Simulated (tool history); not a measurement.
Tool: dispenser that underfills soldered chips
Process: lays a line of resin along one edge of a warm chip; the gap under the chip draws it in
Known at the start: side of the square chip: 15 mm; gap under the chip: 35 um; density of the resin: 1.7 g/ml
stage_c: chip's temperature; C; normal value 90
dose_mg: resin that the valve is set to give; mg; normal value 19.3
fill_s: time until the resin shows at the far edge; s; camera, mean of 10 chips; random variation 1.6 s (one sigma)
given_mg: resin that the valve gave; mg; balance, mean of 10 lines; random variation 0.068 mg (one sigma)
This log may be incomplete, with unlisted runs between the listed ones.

run  hour  stage_c  dose_mg  fill_s  given_mg
  1   0.0       90     19.3   193.7     18.74
  2   3.5       90     19.3   216.8     18.69
      4.3  -- new syringe of resin
  3   8.9       90     19.3   184.5     18.78
     14.8  -- new syringe of resin
  4  15.0       90     19.3   163.3     18.64
  5  19.6       90     19.3   187.3     18.61
  6  22.4       90     19.3   204.9     18.54
     25.2  -- new syringe of resin
  7  26.5       90     19.3   170.2     18.50
  8  32.0       90     23.1   195.6     22.02
     35.7  -- new syringe of resin
  9  36.7       90     23.1   160.5     21.92
 10  42.5       96     23.1   158.4     21.89
     46.4  -- new syringe of resin
 11  48.2       79     23.8   231.8     22.48
 12  53.9       87     22.4   217.5     21.19
     56.9  -- new syringe of resin
     60.3  -- dispensing valve cleaned and set on the balance
 13  62.0       87     22.4   194.2     22.36
 14  65.8       94     22.4   176.4     22.34
     68.2  -- new syringe of resin
 15  69.1       85     22.2   186.4     22.05
 16  71.9       85     22.2   204.7     22.09
 17  77.5       97     17.5   174.9     17.24
     78.5  -- new syringe of resin
 18  82.3       80     19.3   248.5     19.09

Below are 5 alternative next runs, each starting from the tool's condition after run 18. Predict each:
  A  87.4       99     24.6       ?         ?
  B  87.4       89     19.3       ?         ?
  C  87.4       90     21.0       ?         ?
  D  87.4       90     24.6       ?         ?
  E  87.4       80     21.7       ?         ?

run  fill_s  given_mg
  A   158.4     24.16
  B   215.8     19.02
  C   209.7     20.56
  D   205.4     24.22
  E   289.8     21.36
With no hidden state in the tool, these same runs would have given:
run  fill_s  given_mg
  A   117.8     24.57
  B   160.1     19.34
  C   155.8     20.92
  D   152.8     24.63
  E   215.1     21.73
